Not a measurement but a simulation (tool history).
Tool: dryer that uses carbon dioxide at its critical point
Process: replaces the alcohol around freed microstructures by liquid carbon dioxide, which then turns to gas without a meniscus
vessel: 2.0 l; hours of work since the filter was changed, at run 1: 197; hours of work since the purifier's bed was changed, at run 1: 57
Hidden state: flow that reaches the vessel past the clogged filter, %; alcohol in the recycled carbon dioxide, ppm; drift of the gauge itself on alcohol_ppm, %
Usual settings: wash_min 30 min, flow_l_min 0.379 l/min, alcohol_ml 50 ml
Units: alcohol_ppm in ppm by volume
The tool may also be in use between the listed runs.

run   hour  wash_min  flow_l_min  alcohol_ml  hours of work since the filter was changed  hours of work since the purifier's bed was changed  alcohol_ppm
  1    0.0        30       0.379          50                                         197                                                  57          151
  2   14.6        30       0.379          50                                         204                                                  64          145
  3   30.3        30       0.475          50                                         212                                                  72           50
  4   46.9        30       0.475          50                                         220                                                  80           43
  5   59.1        30       0.353          50                                         226                                                  86          214
  6   66.6        30       0.353          50                                         229                                                  89          224
  7   82.9        30       0.379          20                                         237                                                  97           81
  8   95.1        30       0.379          20                                         243                                                 103           69
  9  102.6        30       0.289          50                                         247                                                 107          521
 10  113.2        30       0.379          50                                         252                                                 112          166
 11  123.5        30       0.379          50                                         257                                                 117          177
 12  140.1        22       0.379          50                                         265                                                 125          643
 13  148.5        30       0.379          50                                         269                                                 129          179
 14  158.1        30       0.379          41                                         274                                                 134          156
 15  171.6        24       0.379          50                                         281                                                 140          466
 16  185.3        24       0.379          50                                         287                                                 147          460
 17  197.8        24       0.379          50                                         293                                                 153          478
 18  207.3        24       0.379          50                                         298                                                 158          479
 19  224.6        24       0.379          27                                         306                                                 166          266
 20  238.1        24       0.379          27                                         313                                                 173          269
 21  256.1        24       0.379          27                                         322                                                 182          289
 22  268.5        23       0.379          50                                         328                                                 188          573
 23  281.6        23       0.379          50                                         334                                                 194          608
 24  298.5        47       0.630          38                                         342                                                 202           11
 25  306.6        47       0.630          38                                         346                                                 206            9
 26  322.9        47       0.630          38                                         354                                                 214            3
 27  339.3        30       0.379          32                                         362                                                 222          150
 28  351.3        24       0.524          81                                         368                                                 228          212

Forecast run 29:
 29  369.1        47       0.298          36                                         377                                                 237            ?

alcohol_ppm: 60 ppm by volume
Without the tool's hidden state the same run would have given alcohol_ppm 18 ppm by volume.
